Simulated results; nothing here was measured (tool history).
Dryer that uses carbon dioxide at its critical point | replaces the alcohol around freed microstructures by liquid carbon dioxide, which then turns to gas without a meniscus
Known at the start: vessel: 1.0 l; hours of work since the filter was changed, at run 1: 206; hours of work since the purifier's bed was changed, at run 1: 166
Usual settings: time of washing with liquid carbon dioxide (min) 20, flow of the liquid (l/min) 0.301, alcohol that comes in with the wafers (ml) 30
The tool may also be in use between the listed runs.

run	hour	time of washing with liquid carbon dioxide (min)	flow of the liquid (l/min)	alcohol that comes in with the wafers (ml)	hours of work since the filter was changed	hours of work since the purifier's bed was changed	alcohol left in the vessel before it's heated (ppm by volume)
1	0.0	20	0.301	30	206	166	188
2	9.1	20	0.301	30	211	170	187
3	23.1	20	0.301	30	218	177	194
4	41.7	20	0.301	30	227	186	193
5	55.4	20	0.384	30	233	193	81
6	64.3	20	0.301	102	238	198	590
7	76.8	23	0.301	30	244	204	109
8	88.6	20	0.301	30	250	210	204

Forecast run 9:
9	105.5	20	0.301	30	258	218	?

Run 9 gave alcohol left in the vessel before it's heated (ppm by volume) 213.
Without the tool's hidden state the same run would have given alcohol left in the vessel before it's heated (ppm by volume) 104.
